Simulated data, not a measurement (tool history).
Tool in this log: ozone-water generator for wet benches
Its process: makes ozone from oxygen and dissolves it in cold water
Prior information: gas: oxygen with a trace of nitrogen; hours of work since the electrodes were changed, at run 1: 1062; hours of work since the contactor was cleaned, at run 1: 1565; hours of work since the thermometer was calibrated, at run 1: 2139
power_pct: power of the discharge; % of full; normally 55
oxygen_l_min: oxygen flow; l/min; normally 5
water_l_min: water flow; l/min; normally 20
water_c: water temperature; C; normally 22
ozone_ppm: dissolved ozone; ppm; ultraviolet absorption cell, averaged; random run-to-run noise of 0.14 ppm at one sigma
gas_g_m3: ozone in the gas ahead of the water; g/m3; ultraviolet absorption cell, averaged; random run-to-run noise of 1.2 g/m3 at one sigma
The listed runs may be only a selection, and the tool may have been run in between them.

run    hour  power_pct  oxygen_l_min  water_l_min  water_c  hours of work since the electrodes were changed  hours of work since the contactor was cleaned  hours of work since the thermometer was calibrated  ozone_ppm  gas_g_m3
  1       0         55             5           20       22                                             1062                                           1565                                                2139       16.8     211.5
  2    74.1         55             5           20       15                                             1123                                           1625                                                2199       18.4     213.2
  3   108.4         55             5           20       15                                             1151                                           1653                                                2227       18.6     209.5
  4   146.7         55             5           20       15                                             1182                                           1685                                                2259       18.4     211.9
  5   192.9         55             5           20       22                                             1220                                           1722                                                2296       16.5     211.3
  6   265.3         55             5           20       22                                             1279                                           1782                                                2356       16.7       214
  7   301.4         55             5           20       22                                             1308                                           1811                                                2385       16.9     211.3
  8     340         55             5           20       22                                             1340                                           1843                                                2417       16.8     213.6
  9   379.9         55             5           20       22                                             1373                                           1875                                                2449       16.5     213.1
 10   451.3         55             5           20       22                                             1431                                           1934                                                2507       16.9     213.8
 11   514.9         55             5           20       22                                             1483                                           1986                                                2559       16.9     212.7
 12   551.7         55             5           17       22                                             1513                                           2016                                                2590       19.5     213.1
 13   587.5         55             5           17       22                                             1542                                           2045                                                2619       19.4     215.3
 14   622.3         55             5           17       26                                             1571                                           2073                                                2647       18.4       212
 15   658.9         43             5           17       26                                             1600                                           2103                                                2677       14.4     173.1
 16   701.5         43             5           17       26                                             1635                                           2138                                                2712       14.5     172.1
 17   748.6         98             5           15       22                                             1674                                           2177                                                2751       35.8     353.9
 18   798.1         98             5           15       22                                             1714                                           2217                                                2791       36.2     356.3
 19     862         98             5           15       22                                             1766                                           2269                                                2843       36.1     353.1
 20     928         95          5.54           13       28                                             1820                                           2323                                                2897       34.3     329.3
 21     974         95          7.03           20       22                                             1858                                           2361                                                2935       27.5     292.8
 22  1027.7         95          7.03           20       22                                             1902                                           2405                                                2979       27.2     294.8
 23  1060.3         95          7.03           20       22                                             1929                                           2431                                                3005       26.9     295.2
 24  1124.8         55             5           20       19                                             1981                                           2484                                                3058       17.5     214.8
     1135.4  -- contactor cleaned
 25  1191.5         71          5.05           24       29                                             2033                                             46                                                3109         16     265.5

Table of differences, measured result less the result of that run with no hidden state. Run-to-run variation is the same in both. Gauge scatter possibly is not:
Hidden conditions of the tool in this case: yield of the discharge, % of new electrodes'; contactor's efficiency, % of a clean one's; true water temperature over the reading, C; drift of the gauge itself on ozone_ppm, %; drift of the gauge itself on gas_g_m3, %.
run  gas_g_m3
  1      -0.1
  2      +0.2
  3      +0.4
  4      +0.5
  5      +0.7
  6      +0.9
  7      +1.1
  8      +1.2
  9      +1.4
 10      +1.7
 11      +1.9
 12        +2
 13      +2.2
 14      +2.3
 15        +2
 16      +2.1
 17      +4.4
 18      +4.8
 19      +5.1
 20      +5.2
 21      +4.8
 22      +5.2
 23      +5.3
 24      +4.2
 25      +5.4
ozone_ppm without the hidden state stays within 0.1 ppm of what was measured, in all runs.

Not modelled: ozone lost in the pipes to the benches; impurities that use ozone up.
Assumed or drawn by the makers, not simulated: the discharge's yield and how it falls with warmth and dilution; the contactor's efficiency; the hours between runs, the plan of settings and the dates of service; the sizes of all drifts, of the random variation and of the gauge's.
